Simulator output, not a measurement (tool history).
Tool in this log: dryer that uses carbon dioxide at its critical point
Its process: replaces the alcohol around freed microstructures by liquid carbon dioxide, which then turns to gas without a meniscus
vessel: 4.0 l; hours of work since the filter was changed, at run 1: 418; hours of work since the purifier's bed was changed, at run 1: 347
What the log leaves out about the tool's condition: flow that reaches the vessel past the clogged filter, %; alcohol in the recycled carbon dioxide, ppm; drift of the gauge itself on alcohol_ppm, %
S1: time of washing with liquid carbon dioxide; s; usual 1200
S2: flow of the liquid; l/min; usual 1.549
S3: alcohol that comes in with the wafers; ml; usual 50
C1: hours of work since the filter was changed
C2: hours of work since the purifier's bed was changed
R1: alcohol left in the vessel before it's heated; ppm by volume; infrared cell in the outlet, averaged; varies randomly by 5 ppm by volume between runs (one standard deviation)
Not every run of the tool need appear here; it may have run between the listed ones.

run,day,S1,S2,S3,C1,C2,R1
1,0,1200,1.549,50,418,347,74
# day 0.621: inlet filter changed
2,1.321,1380,1.549,50,12,369,59
3,2.296,1380,1.549,50,29,386,63
4,3.683,1380,1.549,50,53,410,69
5,4.508,1740,1.549,50,68,424,66
6,6.242,1740,1.549,50,98,455,81
7,7.533,1200,1.549,50,120,477,86
8,8.842,1020,1.549,50,143,500,108
9,9.838,1200,1.549,50,160,517,94
10,10.867,1200,1.549,47,178,535,96
11,12.462,1200,1.549,47,206,563,103
12,14.183,1200,1.549,47,236,593,95
13,16.046,1200,1.549,47,268,625,103
14,17.038,900,1.549,50,286,642,179
15,18.65,900,1.93,50,314,671,122
16,19.55,900,1.93,50,329,686,130
17,21.283,900,1.93,50,360,716,132
18,22.883,1200,1.549,42,388,744,134
19,24.179,1200,1.75,50,410,767,129
# day 25.3: inlet filter changed
20,25.362,1200,1.549,50,1,787,129
21,27.088,1200,1.549,50,31,817,141
22,28.783,1200,1.549,50,61,846,137
23,30.388,1200,1.549,50,89,874,135
24,31.779,1200,1.549,50,113,898,144
25,32.779,1200,1.549,50,130,916,157
26,34.462,1200,1.549,50,159,945,156
27,35.354,1920,2.37,50,175,960,144
28,36.871,900,1.38,53,201,987,268
29,37.783,900,1.38,53,217,1003,278
30,39.404,900,1.38,53,245,1031,286
31,40.854,1020,1.38,23,271,1056,198
32,41.875,1020,1.77,23,288,1074,176
33,43.083,1020,1.77,23,310,1095,185
34,44.379,720,1.59,50,332,1118,375
35,45.196,960,1.71,101,346,1132,241
36,46.262,960,1.71,101,365,1150,247
37,47.054,1200,1.549,68,379,1164,207
38,48.05,1200,1.65,21,396,1181,200
39,48.804,1200,1.65,21,409,1195,189
# day 49.962: inlet filter changed
40,49.971,1020,1.13,30,0,1214,250
41,51.096,1020,1.13,30,20,1234,269
42,51.904,780,1.9,43,34,1248,222
43,53.346,780,1.48,114,59,1273,472
44,54.217,720,2.16,50,74,1288,226
45,55.171,1200,1.549,55,91,1305,211
46,56.604,1680,1.549,113,116,1330,208
47,57.45,1680,1.21,29,130,1344,210

Alternative continuations, all from the tool just after run 47; predict every row:
# day 58.958: purifier's bed changed
A,59.367,1320,1.61,50,161,7,?
# day 58.958: purifier's bed changed
B,59.367,1800,1.28,50,161,7,?
# day 58.958: purifier's bed changed
C,59.367,1200,0.97,50,161,7,?

run,R1
A,14
B,4
C,153
Had the tool no hidden state, the same runs would have come out as:
run,R1
A,10
B,0
C,115
